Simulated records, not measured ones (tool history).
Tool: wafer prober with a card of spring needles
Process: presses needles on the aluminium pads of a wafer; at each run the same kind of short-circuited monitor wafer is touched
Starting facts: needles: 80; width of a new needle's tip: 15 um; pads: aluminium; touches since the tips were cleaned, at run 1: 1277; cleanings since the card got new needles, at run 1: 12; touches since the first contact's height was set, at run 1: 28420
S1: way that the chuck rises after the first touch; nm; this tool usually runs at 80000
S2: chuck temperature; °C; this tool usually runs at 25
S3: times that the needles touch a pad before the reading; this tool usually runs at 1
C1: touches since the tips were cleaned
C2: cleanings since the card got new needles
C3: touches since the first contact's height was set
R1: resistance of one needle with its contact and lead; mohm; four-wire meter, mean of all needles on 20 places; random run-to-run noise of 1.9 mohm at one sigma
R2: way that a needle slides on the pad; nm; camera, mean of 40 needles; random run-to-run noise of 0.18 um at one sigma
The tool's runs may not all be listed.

run   hour     S1   S2  S3    C1  C2      C3   R1     R2
  1      0  80000   25   1  1277  12   28420  213  18940
       2.5  -- tips cleaned on abrasive film
       9.4  -- tips cleaned on abrasive film
      16.3  -- tips cleaned on abrasive film
  2   16.8  80000   25   1   150  15   34099  203  18750
      22.9  -- tips cleaned on abrasive film
  3   26.4  80000   25   1  1192  16   37389  215  18830
      29.1  -- tips cleaned on abrasive film
      35.2  -- tips cleaned on abrasive film
  4   38.9  80000   25   1  1277  18   41638  212  18570
      41.7  -- tips cleaned on abrasive film
      48.7  -- tips cleaned on abrasive film
      55.1  -- tips cleaned on abrasive film
      61.8  -- tips cleaned on abrasive film
  5     62  80000   25   1    70  22   49467  205  18640
      67.6  -- tips cleaned on abrasive film
      74.1  -- tips cleaned on abrasive film
      80.4  -- tips cleaned on abrasive film
  6     84  80000   25   1  1222  25   56948  213  18610
      86.6  -- tips cleaned on abrasive film
        93  -- tips cleaned on abrasive film, once more
      98.7  -- tips cleaned on abrasive film
  7   98.7  80000   25   1     0  28   61929  205  18570
     105.6  -- tips cleaned on abrasive film
     112.4  -- tips cleaned on abrasive film
     118.8  -- tips cleaned on abrasive film
  8  121.2  80000   89   1   838  31   69584  224  18310
     124.6  -- tips cleaned on abrasive film
     131.4  -- tips cleaned on abrasive film
  9  134.5  80000   84   1  1048  33   74098  225  18490
     138.2  -- tips cleaned on abrasive film
     144.7  -- tips cleaned on abrasive film
     151.1  -- tips cleaned on abrasive film
 10    152  80000   84   1   315  36   80037  223  18250
     157.4  -- tips cleaned on abrasive film
 11  161.4  80000   84   1  1366  37   83248  230  18130
       164  -- tips cleaned on abrasive film
     170.9  -- tips cleaned on abrasive film
 12  175.8  80000   84   1  1671  39   88138  227  18500
     177.2  -- tips cleaned on abrasive film
     183.5  -- tips cleaned on abrasive film
     190.4  -- tips cleaned on abrasive film
 13    191  77000   25   1   188  42   93281  208  17380
     196.2  -- tips cleaned on abrasive film
 14  200.6  77000  103   1  1524  43   96568  239  17220
     202.1  -- tips cleaned on abrasive film
     207.7  -- tips cleaned on abrasive film
     214.3  -- tips cleaned on abrasive film
     220.8  -- tips cleaned on abrasive film
 15    223  77000  103   1   742  47  104142  232  17280
     226.7  -- tips cleaned on abrasive film
     233.3  -- tips cleaned on abrasive film
 16  238.4  77000  103   1  1757  49  109392  234  17480
     239.9  -- tips cleaned on abrasive film
     246.4  -- tips cleaned on abrasive film
 17  248.7  77000  103   1   796  51  112902  228  17090
     252.8  -- tips cleaned on abrasive film
     259.7  -- tips cleaned on abrasive film
 18  264.6  77000   25   1  1701  53  118297  219  16940
       266  -- tips cleaned on abrasive film
     272.5  -- tips cleaned on abrasive film
 19  277.8  95000   41   1  1808  55  122786  215  21600
     279.3  -- tips cleaned on abrasive film
     286.2  -- tips cleaned on abrasive film
     292.6  -- tips cleaned on abrasive film
 20  294.5  73000   37   2   650  58  128453  214  16290
     299.5  -- tips cleaned on abrasive film
     305.9  -- tips cleaned on abrasive film
 21    306  72000   94   2    37  60  132338  221  15950
     311.5  -- tips cleaned on abrasive film
     318.2  -- tips cleaned on abrasive film
 22  321.2  80000   70   1  1051  62  137524  225  17920
     324.7  -- tips cleaned on abrasive film
     331.5  -- tips cleaned on abrasive film
     338.3  -- tips cleaned on abrasive film
 23  338.3  82000   25   1     0  65  143315  203  18180
     344.8  -- tips cleaned on abrasive film
     351.4  -- tips cleaned on abrasive film
     358.2  -- tips cleaned on abrasive film
 24  360.6  78000  118   2   807  68  150897  232  17170
     364.4  -- tips cleaned on abrasive film
     370.5  -- tips cleaned on abrasive film
     376.8  -- tips cleaned on abrasive film
     383.3  -- tips cleaned on abrasive film
 25  383.6  78000  118   2   133  72  158723  227  17020
     389.8  -- tips cleaned on abrasive film
       396  -- tips cleaned on abrasive film
     402.3  -- tips cleaned on abrasive film
 26  405.4  75000   29   1  1061  75  166120  217  16120
       409  -- tips cleaned on abrasive film
     415.4  -- tips cleaned on abrasive film
     421.8  -- tips cleaned on abrasive film
 27  423.3  98000   33   1   529  78  172211  213  21390
     428.4  -- tips cleaned on abrasive film
     435.2  -- tips cleaned on abrasive film
 28  436.8  98000   33   1   546  80  176779  211  21470
     441.9  -- tips cleaned on abrasive film
     448.3  -- tips cleaned on abrasive film
     455.1  -- tips cleaned on abrasive film
 29  455.5  68000   77   1   122  83  183137  224  14520

Each row is a separate what-if for the run after 29, all from the same tool condition, not one after another. Results?
     460.8  -- tips cleaned on abrasive film
     467.4  -- tips cleaned on abrasive film
     469.1  -- height of the first contact set anew
  A  470.5  80000  113   1  975  85  501   ?   ?
     460.8  -- tips cleaned on abrasive film
     467.4  -- tips cleaned on abrasive film
     469.1  -- height of the first contact set anew
  B  470.5  68000   77   2  975  85  501   ?   ?
     460.8  -- tips cleaned on abrasive film
     467.4  -- tips cleaned on abrasive film
     469.1  -- height of the first contact set anew
  C  470.5  80000   72   1  975  85  501   ?   ?
     460.8  -- tips cleaned on abrasive film
     467.4  -- tips cleaned on abrasive film
     469.1  -- height of the first contact set anew
  D  470.5  68000   27   1  975  85  501   ?   ?

run   R1     R2
  A  233  19190
  B  223  16200
  C  222  19040
  D  217  16150
With no hidden state in the tool, these same runs would have given:
run   R1     R2
  A  224  19190
  B  215  16200
  C  212  19040
  D  203  16150
